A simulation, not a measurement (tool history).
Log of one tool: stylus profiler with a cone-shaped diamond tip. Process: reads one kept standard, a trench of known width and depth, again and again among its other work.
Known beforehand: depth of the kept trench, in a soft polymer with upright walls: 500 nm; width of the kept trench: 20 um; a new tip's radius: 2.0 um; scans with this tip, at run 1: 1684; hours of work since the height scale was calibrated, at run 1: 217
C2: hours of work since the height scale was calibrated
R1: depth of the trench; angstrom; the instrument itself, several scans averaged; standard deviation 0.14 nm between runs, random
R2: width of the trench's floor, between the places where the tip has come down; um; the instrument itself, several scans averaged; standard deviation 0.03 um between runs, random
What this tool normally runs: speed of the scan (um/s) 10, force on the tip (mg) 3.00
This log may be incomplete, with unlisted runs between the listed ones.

run 1 day=0.000 | speed_of_the_scan_(um/s)=10 force_on_the_tip_(mg)=3.00 | scans_with_this_tip=1684 C2=217 | R1=5066.3 R2=17.28
run 2 day=2.146 | speed_of_the_scan_(um/s)=10 force_on_the_tip_(mg)=3.00 | scans_with_this_tip=1940 C2=250 | R1=5063.7 R2=17.23
run 3 day=4.929 | speed_of_the_scan_(um/s)=10 force_on_the_tip_(mg)=3.00 | scans_with_this_tip=2272 C2=293 | R1=5064.9 R2=17.39
run 4 day=9.450 | speed_of_the_scan_(um/s)=10 force_on_the_tip_(mg)=3.00 | scans_with_this_tip=2810 C2=363 | R1=5067.4 R2=17.30
run 5 day=13.958 | speed_of_the_scan_(um/s)=10 force_on_the_tip_(mg)=3.00 | scans_with_this_tip=3347 C2=432 | R1=5062.9 R2=17.34
run 6 day=15.846 | speed_of_the_scan_(um/s)=10 force_on_the_tip_(mg)=3.00 | scans_with_this_tip=3572 C2=461 | R1=5066.0 R2=17.33
run 7 day=18.696 | speed_of_the_scan_(um/s)=8 force_on_the_tip_(mg)=3.00 | scans_with_this_tip=3911 C2=505 | R1=5066.5 R2=17.34
run 8 day=22.496 | speed_of_the_scan_(um/s)=10 force_on_the_tip_(mg)=3.00 | scans_with_this_tip=4364 C2=563 | R1=5065.8 R2=17.30
run 9 day=26.983 | speed_of_the_scan_(um/s)=21 force_on_the_tip_(mg)=3.00 | scans_with_this_tip=4899 C2=632 | R1=5065.7 R2=17.32
run 10 day=31.071 | speed_of_the_scan_(um/s)=10 force_on_the_tip_(mg)=4.66 | scans_with_this_tip=5386 C2=695 | R1=5088.4 R2=17.32
run 11 day=34.108 | speed_of_the_scan_(um/s)=24 force_on_the_tip_(mg)=3.00 | scans_with_this_tip=5747 C2=742 | R1=5064.5 R2=17.26
run 12 day=38.179 | speed_of_the_scan_(um/s)=24 force_on_the_tip_(mg)=3.00 | scans_with_this_tip=6233 C2=804 | R1=5064.1 R2=17.25
run 13 day=40.700 | speed_of_the_scan_(um/s)=24 force_on_the_tip_(mg)=3.00 | scans_with_this_tip=6533 C2=843 | R1=5069.2 R2=17.28
run 14 day=43.933 | speed_of_the_scan_(um/s)=24 force_on_the_tip_(mg)=3.00 | scans_with_this_tip=6918 C2=893 | R1=5064.1 R2=17.25
run 15 day=46.888 | speed_of_the_scan_(um/s)=24 force_on_the_tip_(mg)=3.00 | scans_with_this_tip=7270 C2=938 | R1=5063.9 R2=17.25
run 16 day=49.996 | speed_of_the_scan_(um/s)=24 force_on_the_tip_(mg)=3.00 | scans_with_this_tip=7640 C2=986 | R1=5064.3 R2=17.27
run 17 day=52.683 | speed_of_the_scan_(um/s)=24 force_on_the_tip_(mg)=3.00 | scans_with_this_tip=7961 C2=1027 | R1=5065.3 R2=17.27
run 18 day=56.200 | speed_of_the_scan_(um/s)=24 force_on_the_tip_(mg)=3.00 | scans_with_this_tip=8379 C2=1081 | R1=5063.9 R2=17.21
run 19 day=60.542 | speed_of_the_scan_(um/s)=28 force_on_the_tip_(mg)=2.19 | scans_with_this_tip=8897 C2=1148 | R1=5050.0 R2=17.21
run 20 day=64.179 | speed_of_the_scan_(um/s)=2 force_on_the_tip_(mg)=8.96 | scans_with_this_tip=9330 C2=1204 | R1=5132.8 R2=17.32
run 21 day=66.433 | speed_of_the_scan_(um/s)=2 force_on_the_tip_(mg)=8.96 | scans_with_this_tip=9599 C2=1239 | R1=5136.2 R2=17.37
-- day=68.688 height scale calibrated on a step standard
run 22 day=68.929 | speed_of_the_scan_(um/s)=2 force_on_the_tip_(mg)=8.96 | scans_with_this_tip=9894 C2=4 | R1=5134.3 R2=17.33
run 23 day=71.767 | speed_of_the_scan_(um/s)=14 force_on_the_tip_(mg)=5.11 | scans_with_this_tip=10232 C2=47 | R1=5092.2 R2=17.34
run 24 day=74.604 | speed_of_the_scan_(um/s)=8 force_on_the_tip_(mg)=3.46 | scans_with_this_tip=10569 C2=91 | R1=5073.4 R2=17.32
run 25 day=76.654 | speed_of_the_scan_(um/s)=8 force_on_the_tip_(mg)=3.46 | scans_with_this_tip=10814 C2=122 | R1=5073.2 R2=17.32
run 26 day=80.867 | speed_of_the_scan_(um/s)=8 force_on_the_tip_(mg)=3.46 | scans_with_this_tip=11316 C2=187 | R1=5071.2 R2=17.31
run 27 day=83.612 | speed_of_the_scan_(um/s)=3 force_on_the_tip_(mg)=2.76 | scans_with_this_tip=11643 C2=229 | R1=5059.7 R2=17.33
run 28 day=86.421 | speed_of_the_scan_(um/s)=3 force_on_the_tip_(mg)=2.76 | scans_with_this_tip=11977 C2=273 | R1=5061.9 R2=17.31
run 29 day=89.250 | speed_of_the_scan_(um/s)=3 force_on_the_tip_(mg)=2.39 | scans_with_this_tip=12314 C2=316 | R1=5057.5 R2=17.32
run 30 day=91.533 | speed_of_the_scan_(um/s)=8 force_on_the_tip_(mg)=3.87 | scans_with_this_tip=12587 C2=351 | R1=5077.2 R2=17.33
run 31 day=95.575 | speed_of_the_scan_(um/s)=10 force_on_the_tip_(mg)=1.38 | scans_with_this_tip=13068 C2=413 | R1=5038.0 R2=17.31
run 32 day=98.379 | speed_of_the_scan_(um/s)=5 force_on_the_tip_(mg)=2.91 | scans_with_this_tip=13402 C2=457 | R1=5064.2 R2=17.35
run 33 day=101.192 | speed_of_the_scan_(um/s)=4 force_on_the_tip_(mg)=5.64 | scans_with_this_tip=13737 C2=500 | R1=5099.8 R2=17.30
run 34 day=104.396 | speed_of_the_scan_(um/s)=13 force_on_the_tip_(mg)=1.76 | scans_with_this_tip=14119 C2=549 | R1=5046.9 R2=17.28
run 35 day=107.088 | speed_of_the_scan_(um/s)=4 force_on_the_tip_(mg)=1.16 | scans_with_this_tip=14440 C2=590 | R1=5032.9 R2=17.32

4 ways to go on from here, each from the tool as it stands after run 35. What would each give?
run A day=110.846 | speed_of_the_scan_(um/s)=34 force_on_the_tip_(mg)=4.93 | scans_with_this_tip=14887 C2=648 | R1=? R2=?
run B day=110.846 | speed_of_the_scan_(um/s)=5 force_on_the_tip_(mg)=2.38 | scans_with_this_tip=14887 C2=648 | R1=? R2=?
run C day=110.846 | speed_of_the_scan_(um/s)=7 force_on_the_tip_(mg)=1.16 | scans_with_this_tip=14887 C2=648 | R1=? R2=?
run D day=110.846 | speed_of_the_scan_(um/s)=10 force_on_the_tip_(mg)=2.49 | scans_with_this_tip=14887 C2=648 | R1=? R2=?

run=A R1=5089.1 R2=17.23
run=B R1=5055.1 R2=17.31
run=C R1=5035.8 R2=17.32
run=D R1=5058.4 R2=17.29
Without the tool's hidden state the same runs would have given:
run=A R1=5089.1 R2=17.24
run=B R1=5055.2 R2=17.32
run=C R1=5035.8 R2=17.33
run=D R1=5058.4 R2=17.31
